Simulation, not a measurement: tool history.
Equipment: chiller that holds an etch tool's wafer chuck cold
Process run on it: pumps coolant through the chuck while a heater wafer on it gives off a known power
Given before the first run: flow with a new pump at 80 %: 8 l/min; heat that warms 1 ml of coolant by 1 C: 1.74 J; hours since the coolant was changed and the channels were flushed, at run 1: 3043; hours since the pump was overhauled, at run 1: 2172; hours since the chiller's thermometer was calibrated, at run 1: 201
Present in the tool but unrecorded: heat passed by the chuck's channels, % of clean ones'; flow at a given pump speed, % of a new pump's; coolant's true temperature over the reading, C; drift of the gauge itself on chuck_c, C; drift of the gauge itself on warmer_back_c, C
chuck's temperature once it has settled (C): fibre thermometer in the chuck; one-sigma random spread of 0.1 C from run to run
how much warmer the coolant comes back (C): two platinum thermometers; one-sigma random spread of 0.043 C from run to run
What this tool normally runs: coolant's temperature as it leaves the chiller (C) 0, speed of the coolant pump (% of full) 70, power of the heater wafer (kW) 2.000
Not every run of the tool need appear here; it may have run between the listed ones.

run,day,coolant's temperature as it leaves the chiller (C),speed of the coolant pump (% of full),power of the heater wafer (kW),hours since the coolant was changed and the channels were flushed,hours since the pump was overhauled,hours since the chiller's thermometer was calibrated,chuck's temperature once it has settled (C),how much warmer the coolant comes back (C)
1,0.000,0,70,2.000,3043,2172,201,20.6,10.26
2,4.483,0,70,2.000,3150,2280,309,20.5,10.26
3,9.800,0,70,2.000,3278,2407,436,20.6,10.23
4,17.004,0,70,1.758,3451,2580,609,18.3,8.95
5,24.750,0,70,1.758,3637,2766,795,18.2,8.99
6,32.692,0,70,2.000,3827,2957,986,20.6,10.26
7,37.667,0,70,2.000,3947,3076,1105,20.7,10.28
8,46.638,0,70,2.000,4162,3292,1320,20.9,10.27
9,51.658,0,70,2.000,4282,3412,1441,20.9,10.26
10,61.171,0,70,2.000,4511,3640,1669,20.9,10.27
11,68.671,0,70,2.000,4691,3820,1849,20.9,10.31
12,77.612,0,89,1.581,4905,4035,2064,13.6,6.15
# day 83.283: chiller's thermometer calibrated
13,86.025,0,70,2.104,5106,4236,66,22.4,10.83
14,90.308,0,70,2.104,5209,4339,169,22.3,10.88
15,96.192,0,70,1.954,5350,4480,310,20.9,10.07
16,100.962,0,70,1.954,5465,4594,424,20.8,10.04
17,108.679,-2,96,2.949,5650,4780,609,22.6,10.67
18,115.733,2,90,2.763,5819,4949,779,26.2,10.70
19,122.879,2,90,2.763,5991,5120,950,26.3,10.77
20,132.450,2,90,2.763,6220,5350,1180,26.2,10.72
21,141.233,-8,83,1.039,6431,5561,1391,1.8,4.48

A few steps of chuck's temperature once it has settled (C) between consecutive runs. Split each: what settings, incoming material and random variation would produce without the hidden state, and what is left over for the hidden state, along with gauge scatter present in only one of the two compared results (measured, and without hidden state):
Run 12 -> 13: speed of the coolant pump (% of full) 89 -> 70, power of the heater wafer (kW) 1.581 -> 2.104, chiller's thermometer calibrated. chuck's temperature once it has settled (C) +8.8: hidden state +0.9, all else +7.9.
Run 20 -> 21: coolant's temperature as it leaves the chiller (C) 2 -> -8, speed of the coolant pump (% of full) 90 -> 83, power of the heater wafer (kW) 2.763 -> 1.039. chuck's temperature once it has settled (C) -24.4: hidden state -1.7, all else -22.7.
